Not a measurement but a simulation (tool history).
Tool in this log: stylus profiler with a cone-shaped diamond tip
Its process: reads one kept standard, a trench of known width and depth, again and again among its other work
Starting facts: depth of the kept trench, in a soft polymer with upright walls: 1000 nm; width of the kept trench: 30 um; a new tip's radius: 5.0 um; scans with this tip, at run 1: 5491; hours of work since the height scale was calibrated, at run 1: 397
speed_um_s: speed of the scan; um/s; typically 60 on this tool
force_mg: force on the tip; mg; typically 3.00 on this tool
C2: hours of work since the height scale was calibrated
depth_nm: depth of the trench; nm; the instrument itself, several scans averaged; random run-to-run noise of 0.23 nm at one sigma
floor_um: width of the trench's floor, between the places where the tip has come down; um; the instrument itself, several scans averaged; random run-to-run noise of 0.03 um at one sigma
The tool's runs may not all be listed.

run 1 hour=0.0 | speed_um_s=60 force_mg=3.00 | scans_with_this_tip=5491 C2=397 | depth_nm=1009.53 floor_um=23.54
run 2 hour=18.6 | speed_um_s=60 force_mg=3.00 | scans_with_this_tip=5641 C2=408 | depth_nm=1009.32 floor_um=23.55
run 3 hour=30.8 | speed_um_s=60 force_mg=3.00 | scans_with_this_tip=5738 C2=415 | depth_nm=1008.72 floor_um=23.57
run 4 hour=41.8 | speed_um_s=60 force_mg=2.96 | scans_with_this_tip=5827 C2=421 | depth_nm=1009.00 floor_um=23.57
run 5 hour=54.2 | speed_um_s=60 force_mg=2.96 | scans_with_this_tip=5927 C2=428 | depth_nm=1008.67 floor_um=23.59
run 6 hour=70.4 | speed_um_s=60 force_mg=2.96 | scans_with_this_tip=6057 C2=438 | depth_nm=1009.12 floor_um=23.61
run 7 hour=86.8 | speed_um_s=60 force_mg=2.96 | scans_with_this_tip=6189 C2=447 | depth_nm=1009.03 floor_um=23.57
run 8 hour=104.5 | speed_um_s=60 force_mg=2.96 | scans_with_this_tip=6331 C2=458 | depth_nm=1009.07 floor_um=23.51
run 9 hour=119.4 | speed_um_s=60 force_mg=2.96 | scans_with_this_tip=6451 C2=466 | depth_nm=1009.19 floor_um=23.54
run 10 hour=138.8 | speed_um_s=60 force_mg=3.00 | scans_with_this_tip=6607 C2=477 | depth_nm=1009.08 floor_um=23.51
run 11 hour=147.9 | speed_um_s=60 force_mg=3.00 | scans_with_this_tip=6680 C2=483 | depth_nm=1008.57 floor_um=23.47
run 12 hour=161.0 | speed_um_s=60 force_mg=3.85 | scans_with_this_tip=6786 C2=490 | depth_nm=1010.63 floor_um=23.49
run 13 hour=179.6 | speed_um_s=16 force_mg=3.85 | scans_with_this_tip=6935 C2=501 | depth_nm=1010.51 floor_um=23.58
run 14 hour=198.6 | speed_um_s=16 force_mg=3.85 | scans_with_this_tip=7087 C2=512 | depth_nm=1010.69 floor_um=23.58
run 15 hour=211.1 | speed_um_s=21 force_mg=3.00 | scans_with_this_tip=7188 C2=520 | depth_nm=1008.99 floor_um=23.57
run 16 hour=229.7 | speed_um_s=60 force_mg=3.00 | scans_with_this_tip=7338 C2=530 | depth_nm=1009.39 floor_um=23.45
run 17 hour=240.8 | speed_um_s=238 force_mg=3.00 | scans_with_this_tip=7426 C2=537 | depth_nm=1009.15 floor_um=23.08
run 18 hour=254.4 | speed_um_s=60 force_mg=3.00 | scans_with_this_tip=7536 C2=545 | depth_nm=1008.90 floor_um=23.49
-- hour=256.3 height scale calibrated on a step standard
run 19 hour=263.1 | speed_um_s=60 force_mg=3.00 | scans_with_this_tip=7602 C2=4 | depth_nm=1009.57 floor_um=23.48
run 20 hour=282.5 | speed_um_s=181 force_mg=3.00 | scans_with_this_tip=7758 C2=15 | depth_nm=1009.41 floor_um=23.23
-- hour=302.2 height scale calibrated on a step standard, once more
run 21 hour=302.2 | speed_um_s=181 force_mg=3.00 | scans_with_this_tip=7912 C2=0 | depth_nm=1008.61 floor_um=23.16
run 22 hour=315.5 | speed_um_s=181 force_mg=2.96 | scans_with_this_tip=8019 C2=8 | depth_nm=1008.72 floor_um=23.20
run 23 hour=331.2 | speed_um_s=181 force_mg=2.96 | scans_with_this_tip=8146 C2=17 | depth_nm=1008.98 floor_um=23.17
run 24 hour=349.8 | speed_um_s=181 force_mg=2.96 | scans_with_this_tip=8295 C2=28 | depth_nm=1008.63 floor_um=23.17
run 25 hour=367.2 | speed_um_s=60 force_mg=1.92 | scans_with_this_tip=8435 C2=38 | depth_nm=1006.29 floor_um=23.34
run 26 hour=386.6 | speed_um_s=37 force_mg=1.92 | scans_with_this_tip=8591 C2=49 | depth_nm=1006.17 floor_um=23.43
run 27 hour=398.5 | speed_um_s=126 force_mg=3.00 | scans_with_this_tip=8686 C2=56 | depth_nm=1008.97 floor_um=23.28
run 28 hour=408.5 | speed_um_s=205 force_mg=8.22 | scans_with_this_tip=8767 C2=62 | depth_nm=1016.90 floor_um=23.25
run 29 hour=428.0 | speed_um_s=60 force_mg=6.72 | scans_with_this_tip=8923 C2=73 | depth_nm=1015.20 floor_um=23.42
run 30 hour=440.4 | speed_um_s=60 force_mg=6.72 | scans_with_this_tip=9023 C2=80 | depth_nm=1014.95 floor_um=23.45
run 31 hour=459.4 | speed_um_s=165 force_mg=5.81 | scans_with_this_tip=9176 C2=91 | depth_nm=1013.75 floor_um=23.24
run 32 hour=470.0 | speed_um_s=165 force_mg=5.81 | scans_with_this_tip=9261 C2=98 | depth_nm=1013.56 floor_um=23.27
run 33 hour=488.5 | speed_um_s=112 force_mg=1.57 | scans_with_this_tip=9410 C2=108 | depth_nm=1006.09 floor_um=23.17
run 34 hour=499.6 | speed_um_s=112 force_mg=1.57 | scans_with_this_tip=9499 C2=115 | depth_nm=1005.81 floor_um=23.13
run 35 hour=512.9 | speed_um_s=112 force_mg=1.57 | scans_with_this_tip=9606 C2=122 | depth_nm=1005.94 floor_um=23.15
run 36 hour=521.4 | speed_um_s=169 force_mg=3.00 | scans_with_this_tip=9674 C2=127 | depth_nm=1008.81 floor_um=23.18
run 37 hour=531.6 | speed_um_s=169 force_mg=3.00 | scans_with_this_tip=9756 C2=133 | depth_nm=1009.15 floor_um=23.13
run 38 hour=542.7 | speed_um_s=22 force_mg=1.75 | scans_with_this_tip=9846 C2=140 | depth_nm=1006.43 floor_um=23.42
run 39 hour=551.5 | speed_um_s=92 force_mg=1.02 | scans_with_this_tip=9917 C2=145 | depth_nm=1004.60 floor_um=23.11
run 40 hour=566.3 | speed_um_s=92 force_mg=1.02 | scans_with_this_tip=10035 C2=153 | depth_nm=1004.29 floor_um=23.14
run 41 hour=581.8 | speed_um_s=60 force_mg=1.41 | scans_with_this_tip=10160 C2=162 | depth_nm=1005.32 floor_um=23.30
run 42 hour=594.7 | speed_um_s=60 force_mg=1.41 | scans_with_this_tip=10264 C2=170 | depth_nm=1005.29 floor_um=23.24
run 43 hour=606.0 | speed_um_s=26 force_mg=6.38 | scans_with_this_tip=10354 C2=177 | depth_nm=1014.51 floor_um=23.42
run 44 hour=620.5 | speed_um_s=26 force_mg=6.38 | scans_with_this_tip=10471 C2=185 | depth_nm=1014.91 floor_um=23.39
run 45 hour=629.5 | speed_um_s=90 force_mg=3.03 | scans_with_this_tip=10544 C2=190 | depth_nm=1009.33 floor_um=23.28
run 46 hour=646.1 | speed_um_s=90 force_mg=3.03 | scans_with_this_tip=10677 C2=200 | depth_nm=1009.43 floor_um=23.25

Below, each run's measurement less what the same run would have read without the hidden state. Both values contain the same run-to-run variation, but the gauge's scatter may not be the same in both:
Unlogged tool condition in this case: radius of the tip, um; height scale over the true one, %; drift of the gauge itself on depth_nm, %; drift of the gauge itself on floor_um, %.
run=1 depth_nm=+0.29 floor_um=-0.31
run=2 depth_nm=+0.31 floor_um=-0.31
run=3 depth_nm=+0.32 floor_um=-0.32
run=4 depth_nm=+0.33 floor_um=-0.33
run=5 depth_nm=+0.34 floor_um=-0.33
run=6 depth_nm=+0.36 floor_um=-0.34
run=7 depth_nm=+0.37 floor_um=-0.34
run=8 depth_nm=+0.39 floor_um=-0.35
run=9 depth_nm=+0.40 floor_um=-0.36
run=10 depth_nm=+0.42 floor_um=-0.36
run=11 depth_nm=+0.43 floor_um=-0.37
run=12 depth_nm=+0.43 floor_um=-0.38
run=13 depth_nm=+0.45 floor_um=-0.38
run=14 depth_nm=+0.46 floor_um=-0.39
run=15 depth_nm=+0.48 floor_um=-0.40
run=16 depth_nm=+0.49 floor_um=-0.40
run=17 depth_nm=+0.50 floor_um=-0.41
run=18 depth_nm=+0.52 floor_um=-0.41
run=19 depth_nm=+0.84 floor_um=-0.41
run=20 depth_nm=+0.86 floor_um=-0.42
run=21 depth_nm=+0.01 floor_um=-0.43
run=22 depth_nm=+0.02 floor_um=-0.44
run=23 depth_nm=+0.04 floor_um=-0.44
run=24 depth_nm=+0.06 floor_um=-0.46
run=25 depth_nm=+0.07 floor_um=-0.47
run=26 depth_nm=+0.08 floor_um=-0.47
run=27 depth_nm=+0.10 floor_um=-0.47
run=28 depth_nm=+0.11 floor_um=-0.48
run=29 depth_nm=+0.12 floor_um=-0.48
run=30 depth_nm=+0.14 floor_um=-0.49
run=31 depth_nm=+0.15 floor_um=-0.50
run=32 depth_nm=+0.16 floor_um=-0.50
run=33 depth_nm=+0.18 floor_um=-0.51
run=34 depth_nm=+0.18 floor_um=-0.51
run=35 depth_nm=+0.20 floor_um=-0.52
run=36 depth_nm=+0.21 floor_um=-0.52
run=37 depth_nm=+0.21 floor_um=-0.52
run=38 depth_nm=+0.22 floor_um=-0.53
run=39 depth_nm=+0.23 floor_um=-0.54
run=40 depth_nm=+0.25 floor_um=-0.55
run=41 depth_nm=+0.25 floor_um=-0.55
run=42 depth_nm=+0.27 floor_um=-0.55
run=43 depth_nm=+0.28 floor_um=-0.56
run=44 depth_nm=+0.29 floor_um=-0.57
run=45 depth_nm=+0.30 floor_um=-0.57
run=46 depth_nm=+0.32 floor_um=-0.57
